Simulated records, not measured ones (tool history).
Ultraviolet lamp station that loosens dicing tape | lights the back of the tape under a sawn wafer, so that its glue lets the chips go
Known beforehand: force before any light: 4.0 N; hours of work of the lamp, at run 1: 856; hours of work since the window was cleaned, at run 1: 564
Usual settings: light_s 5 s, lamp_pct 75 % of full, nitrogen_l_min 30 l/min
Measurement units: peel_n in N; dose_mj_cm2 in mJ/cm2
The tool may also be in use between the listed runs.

run    hour  light_s  lamp_pct  nitrogen_l_min  hours of work of the lamp  hours of work since the window was cleaned  peel_n  dose_mj_cm2
  1     0.0        5        75              30                        856                                         564   0.478          328
        9.0  -- lamp changed
  2    46.5        5        75              30                         18                                         586   0.320          422
  3   137.9        5        75              30                         62                                         630   0.330          410
  4   198.7        5        75              30                         91                                         659   0.333          405
      217.9  -- window cleaned of glue's vapour
  5   262.1        5        75              30                        120                                          21   0.286          462
  6   343.4        5        75              30                        159                                          60   0.291          448
  7   410.3        3        75              30                        191                                          92   0.693          266
  8   490.2        3        75              30                        229                                         130   0.690          264
  9   555.3        3        75              30                        260                                         161   0.737          253
 10   599.4        3        75              30                        281                                         182   0.768          251
 11   643.9        3        75              30                        303                                         203   0.741          251
 12   726.6        3        75              30                        342                                         243   0.772          245
 13   814.6        5        75              30                        384                                         285   0.347          395
 14   891.2        3        75              30                        420                                         321   0.835          234
 15   965.4        3        75              30                        456                                         356   0.833          225
 16  1050.0        5        75              17                        496                                         397   0.456          371
 17  1120.5        5        75              30                        530                                         430   0.401          367
 18  1216.9        5        75              30                        576                                         476   0.413          357
 19  1286.7        5        75              30                        609                                         510   0.432          347
 20  1343.7        5        75              30                        636                                         537   0.441          345
 21  1439.4        5        75              30                        682                                         583   0.478          326
 22  1526.4        5        75              30                        723                                         624   0.515          327
     1619.9  -- window cleaned of glue's vapour
 23  1622.7        9        75              44                        769                                           1   0.174          650
 24  1684.9        3        75              54                        799                                          31   0.785          220
 25  1771.3        3        75              54                        840                                          72   0.846          213
     1812.5  -- lamp changed
 26  1812.5        5        83               9                          0                                          91   0.352          518
 27  1862.1        3        77              17                         24                                         115   0.703          287
 28  1915.8        5        70              30                         49                                         141   0.317          420
 29  1989.6        8        70              29                         84                                         176   0.188          663
 30  2039.7        3        71              43                        108                                         200   0.678          252
 31  2136.9        3        71              43                        155                                         246   0.716          244
 32  2233.8        3        71              43                        201                                         292   0.698          238
 33  2294.6        3        71              43                        230                                         321   0.764          233
 34  2392.7        2        64              43                        277                                         368   1.452          139
 35  2433.3        2        87              12                        296                                         387   1.326          189
 36  2532.0        8        64              34                        343                                         435   0.226          526
 37  2597.8        2        86              18                        375                                         466   1.292          175
 38  2652.7        2        67              30                        401                                         492   1.610          135
 39  2695.0        2        67              30                        421                                         512   1.526          135
 40  2758.2        3        66              12                        451                                         542   1.289          197
 41  2800.5        2        75              15                        471                                         563   1.679          145
 42  2859.1        2        75              15                        499                                         591   1.635          141
 43  2924.6        2        75              15                        530                                         622   1.708          137

Hidden state or all else? Some run-to-run changes of peel_n, split into what the settings, what came in and random variation would give without the hidden state, and what is left for the hidden state (with any gauge scatter that isn't in both results):
Hidden state at play: lamp's light, % of a new lamp's; light that the window lets through, % of a clean one's; drift of the gauge itself on peel_n, %; drift of the gauge itself on dose_mj_cm2, %.
Run 23 -> 24: light_s 9 -> 3, nitrogen_l_min 44 -> 54. peel_n +0.611 N: hidden state +0.268, all else +0.343.
Run 25 -> 26: light_s 3 -> 5, lamp_pct 75 -> 83, nitrogen_l_min 54 -> 9, lamp changed. peel_n -0.494 N: hidden state -0.301, all else -0.193.
Run 33 -> 34: light_s 3 -> 2, lamp_pct 71 -> 64. peel_n +0.688 N: hidden state +0.089, all else +0.599.
Run 35 -> 36: light_s 2 -> 8, lamp_pct 87 -> 64, nitrogen_l_min 12 -> 34. peel_n -1.100 N: hidden state -0.212, all else -0.888.
Run 36 -> 37: light_s 8 -> 2, lamp_pct 64 -> 86, nitrogen_l_min 34 -> 18. peel_n +1.066 N: hidden state +0.266, all else +0.800.
